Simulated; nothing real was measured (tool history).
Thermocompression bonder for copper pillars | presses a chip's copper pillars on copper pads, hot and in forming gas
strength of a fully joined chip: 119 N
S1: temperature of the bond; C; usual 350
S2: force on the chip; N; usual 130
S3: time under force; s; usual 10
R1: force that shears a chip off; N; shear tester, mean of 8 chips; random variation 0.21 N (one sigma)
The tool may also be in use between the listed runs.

run	day	S1	S2	S3	R1
1	0.000	350	130	10	44.5
# day 0.238: force cell calibrated
2	2.288	350	130	10	42.2
3	4.150	350	130	10	42.1
4	5.767	350	130	10	42.3
# day 6.346: forming gas filter changed
5	7.525	350	130	10	43.9
6	8.842	350	130	10	44.1
7	10.654	350	130	10	43.6
8	12.317	350	124	10	42.0
9	13.608	350	122	10	41.6
10	15.696	350	122	10	41.8
# day 16.775: heater calibrated with a thermocouple chip
11	17.567	350	122	10	39.6
12	18.658	350	122	10	39.6
13	20.638	350	122	10	39.7
14	21.779	350	122	10	38.9
15	23.150	350	122	10	39.3
# day 24.279: forming gas filter changed
16	25.146	350	182	10	51.1
17	27.329	350	182	10	51.2
18	28.646	350	182	10	50.9
# day 29.408: heater calibrated with a thermocouple chip, once more
19	29.958	350	182	10	56.1
20	31.088	350	182	10	56.4
21	31.988	343	152	16	56.9
22	33.271	343	152	16	56.7
23	34.762	343	152	16	56.2
24	36.950	359	93	24	55.5
25	37.946	368	154	9	54.1
26	39.121	350	99	9	37.1
27	40.121	350	99	9	36.7
28	41.146	350	99	9	36.8
# day 42.246: forming gas filter changed
29	43.150	350	181	19	69.2
30	44.954	343	164	12	54.2
31	46.021	355	179	7	50.0
32	47.267	342	86	10	33.6
33	49.046	374	130	9	52.0
34	50.700	367	130	17	61.4
35	52.575	368	130	17	62.2
# day 52.829: force cell calibrated
36	54.842	368	130	17	59.8
37	56.242	377	142	12	58.7

5 ways to go on from here, each from the tool as it stands after run 37. What would each give?
A	58.225	333	142	12	?
B	58.225	350	162	12	?
C	58.225	345	143	14	?
D	58.225	327	142	12	?
E	58.225	330	165	10	?

run	R1
A	42.7
B	52.9
C	50.2
D	41.3
E	42.8
Without the tool's hidden state the same runs would have given:
run	R1
A	45.2
B	55.8
C	53.0
D	43.8
E	45.4

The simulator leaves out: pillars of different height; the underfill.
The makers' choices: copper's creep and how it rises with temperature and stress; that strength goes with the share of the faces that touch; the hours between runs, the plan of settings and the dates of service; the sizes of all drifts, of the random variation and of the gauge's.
